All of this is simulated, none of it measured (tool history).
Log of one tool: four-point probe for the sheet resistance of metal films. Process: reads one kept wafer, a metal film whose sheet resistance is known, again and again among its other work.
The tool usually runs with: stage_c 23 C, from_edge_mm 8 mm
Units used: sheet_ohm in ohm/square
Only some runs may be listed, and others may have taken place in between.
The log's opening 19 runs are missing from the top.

| run | hour | stage_c | from_edge_mm | touches since the probe head was changed | hours of work since the stage's thermometer was calibrated | sheet_ohm |
|---|---|---|---|---|---|---|
| 20 | 920.4 | 23 | 8 | 15699 | 1546 | 2.33408 |
| 21 | 945.4 | 23 | 3 | 16121 | 1565 | 2.363487 |
| 22 | 988.3 | 23 | 3 | 16845 | 1596 | 2.363994 |
| 23 | 1024.4 | 23 | 3 | 17453 | 1622 | 2.365144 |
| 24 | 1061.2 | 23 | 3 | 18074 | 1649 | 2.365165 |
| 25 | 1114.4 | 23 | 3 | 18971 | 1688 | 2.365245 |
| 26 | 1168.5 | 23 | 18 | 19886 | 1728 | 2.331837 |
| 27 | 1225.9 | 25 | 54 | 20854 | 1770 | 2.335805 |
| 28 | 1276.3 | 25 | 54 | 21705 | 1806 | 2.336272 |
| 29 | 1328.8 | 29 | 6 | 22590 | 1845 | 2.35392 |
| 30 | 1379.6 | 29 | 6 | 23447 | 1882 | 2.353629 |
| 31 | 1417.4 | 21 | 7 | 24085 | 1910 | 2.335052 |
| 32 | 1451.1 | 23 | 10 | 24653 | 1934 | 2.336836 |
| 33 | 1477 | 23 | 10 | 25090 | 1953 | 2.336525 |
| 34 | 1516.6 | 33 | 47 | 25758 | 1982 | 2.353758 |
| 35 | 1548.6 | 20 | 6 | 26299 | 2005 | 2.336945 |
| 36 | 1577.4 | 29 | 58 | 26784 | 2026 | 2.346316 |
| 37 | 1614.2 | 20 | 41 | 27406 | 2053 | 2.329273 |
| 38 | 1652.3 | 20 | 8 | 28049 | 2081 | 2.333594 |
| 39 | 1683.1 | 25 | 8 | 28568 | 2104 | 2.344181 |
| 40 | 1713 | 20 | 3 | 29072 | 2125 | 2.363705 |
| 41 | 1746.8 | 20 | 3 | 29642 | 2150 | 2.364731 |
| 42 | 1804.7 | 20 | 3 | 30620 | 2193 | 2.365104 |

Below are 4 alternative next runs, each starting from the tool's condition after run 42. Predict each:
| A | 1835.3 | 19 | 16 | 31137 | 2215 | ? |
| B | 1835.3 | 26 | 10 | 31137 | 2215 | ? |
| C | 1835.3 | 29 | 40 | 31137 | 2215 | ? |
| D | 1835.3 | 29 | 3 | 31137 | 2215 | ? |

| run | sheet_ohm |
|---|---|
| A | 2.328763 |
| B | 2.345686 |
| C | 2.349227 |
| D | 2.384116 |
Had the tool no hidden state, the same runs would have come out as:
| run | sheet_ohm |
|---|---|
| A | 2.322709 |
| B | 2.339677 |
| C | 2.343244 |
| D | 2.378048 |
